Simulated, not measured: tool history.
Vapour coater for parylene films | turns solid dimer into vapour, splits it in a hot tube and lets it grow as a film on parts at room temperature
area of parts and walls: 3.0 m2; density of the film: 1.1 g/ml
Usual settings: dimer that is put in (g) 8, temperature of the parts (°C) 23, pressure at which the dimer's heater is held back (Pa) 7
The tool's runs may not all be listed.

run	hour	dimer that is put in (g)	temperature of the parts (°C)	pressure at which the dimer's heater is held back (Pa)	thickness of the film (um)
1	0	8	23	7	1.58
2	61.8	8	23	7	1.57
3	108	8	23	7	1.57
# hour 143.1: trap's valve overhauled
4	178.3	8	23	2.3	1.87
5	242.6	8	23	2.3	1.84
6	286.7	8	23	7	1.71
7	329.6	8	23	7	1.69
8	384.9	8	23	7	1.7
9	421.7	8	18	7	2.06
10	494.9	8	23	7	1.67
11	544.3	8	23	7	1.67
12	596.9	8	23	7	1.62
13	661.2	8	23	7	1.64
14	721.9	8	23	3.81	1.69
15	760	8	21	3.81	1.8
# hour 767.4: table's thermometer calibrated
16	805.7	5	23	7	1.01
17	849.1	8	18	7	1.98
18	901.6	8	23	7	1.63
19	935.1	8	23	7	1.62
20	979.8	8	23	7	1.59
21	1032.2	8	30	7	1.17
# hour 1093.1: trap's valve overhauled
22	1112.3	8	30	7	1.27
# hour 1160.6: table's thermometer calibrated, once more
23	1179.4	8	30	7	1.26
24	1239	8	30	7	1.27
25	1302.7	13	28	2.08	2.44
26	1370.7	3	22	2.54	0.69
27	1442.1	4	23	4.22	0.86
28	1516.2	3	23	4.22	0.63
29	1548	3	23	4.22	0.61
30	1616.8	11	20	2.19	2.74
31	1653.3	11	20	2.19	2.7
32	1686.8	8	29	3	1.35
33	1731.5	8	29	3	1.33
34	1767.6	8	34	7	1.02
35	1838.7	7	26	7.65	1.22
36	1877	12	23	8.26	2.33
37	1928	8	16	6.64	2.12
38	1993.3	8	16	6.64	2.06
# hour 2042.6: trap's valve overhauled
39	2047.7	8	17	4.68	2.24
40	2094.1	8	17	4.68	2.25
41	2127.3	6	26	6.33	1.13
42	2192.7	6	26	6.33	1.12
43	2230.9	6	23	6.17	1.26
44	2292.8	10	18	6.17	2.57
45	2325.7	8	23	11.79	1.62
46	2366.4	14	19	4.31	3.52
47	2408.6	8	26	7	1.44

3 ways to go on from here, each from the tool as it stands after run 47. What would each give?
A	2477.1	6	23	3.19	?
B	2477.1	8	27	2.24	?
C	2477.1	13	23	5	?

run	thickness of the film (um)
A	1.28
B	1.48
C	2.74
Without the tool's hidden state the same runs would have given:
run	thickness of the film (um)
A	1.34
B	1.55
C	2.86
